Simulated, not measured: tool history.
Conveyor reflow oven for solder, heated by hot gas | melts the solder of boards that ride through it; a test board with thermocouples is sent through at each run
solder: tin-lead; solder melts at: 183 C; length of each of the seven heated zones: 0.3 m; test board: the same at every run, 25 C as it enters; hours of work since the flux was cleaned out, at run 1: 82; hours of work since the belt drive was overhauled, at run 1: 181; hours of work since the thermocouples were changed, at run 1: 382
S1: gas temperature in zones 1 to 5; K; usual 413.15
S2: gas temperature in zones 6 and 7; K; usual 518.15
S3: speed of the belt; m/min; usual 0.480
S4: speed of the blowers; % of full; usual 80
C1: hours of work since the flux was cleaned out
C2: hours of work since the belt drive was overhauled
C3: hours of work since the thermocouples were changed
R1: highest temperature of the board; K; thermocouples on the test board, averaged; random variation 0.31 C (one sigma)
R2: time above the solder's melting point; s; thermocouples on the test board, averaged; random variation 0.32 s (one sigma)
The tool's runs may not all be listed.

run,hour,S1,S2,S3,S4,C1,C2,C3,R1,R2
1,0.0,413.15,518.15,0.480,80,82,181,382,504.35,66.5
2,11.5,413.15,518.15,0.480,80,89,187,389,503.85,66.4
3,24.7,413.15,518.15,0.435,80,96,195,397,506.65,74.4
4,40.7,413.15,518.15,0.435,80,106,205,406,506.75,74.6
5,63.6,413.15,518.15,0.435,80,119,218,420,507.25,74.5
6,88.6,411.15,518.15,0.480,80,134,233,434,503.25,65.2
7,99.3,414.15,518.15,0.480,80,140,239,441,503.95,66.3
8,119.4,414.15,518.15,0.480,80,152,251,453,504.05,66.5
9,135.9,413.15,518.15,0.480,80,162,261,462,503.75,66.3
10,156.2,413.15,518.15,0.480,90,174,273,474,505.55,67.5
11,167.7,413.15,518.15,0.480,90,181,280,481,506.55,67.2
# hour 193.8: flux residue cleaned out of gas plates and filters
12,194.7,413.15,518.15,0.480,80,1,293,494,504.75,66.7
13,212.1,413.15,518.15,0.480,80,11,303,505,505.35,66.3
14,228.1,428.15,518.15,0.520,59,20,313,514,498.55,63.5
15,248.2,428.15,518.15,0.520,59,32,325,526,498.75,64.1
16,273.6,426.15,518.15,0.520,67,47,340,541,501.15,64.1
17,294.9,402.15,528.15,0.383,60,60,352,554,514.65,86.3
18,314.9,425.15,524.15,0.480,80,72,364,565,511.65,74.4
19,326.1,425.15,524.15,0.480,80,78,371,572,512.35,73.4
20,338.4,425.15,524.15,0.480,89,86,378,579,513.35,75.4
21,349.8,413.15,518.15,0.480,78,92,385,586,504.05,66.3
22,368.3,412.15,527.15,0.484,78,103,396,597,511.95,69.8
23,379.8,413.15,527.15,0.484,78,110,403,604,512.25,69.8
24,390.6,399.15,528.15,0.488,80,117,409,610,511.35,64.4
25,405.6,415.15,525.15,0.550,88,125,418,619,508.05,60.4
26,429.9,415.15,527.15,0.498,52,140,432,634,502.55,63.3

Forecast each of these 4 alternatives for the next run:
A,445.6,404.15,532.15,0.480,75,149,442,643,?,?
B,445.6,413.15,518.15,0.441,72,149,442,643,?,?
C,445.6,412.15,518.15,0.443,80,149,442,643,?,?
D,445.6,424.15,526.15,0.498,88,149,442,643,?,?

run,R1,R2
A,514.05,69.3
B,505.45,73.2
C,507.05,73.9
D,513.95,72.4
Without the tool's hidden state the same runs would have given:
run,R1,R2
A,512.25,67.3
B,503.45,71.0
C,505.05,71.7
D,512.15,70.5
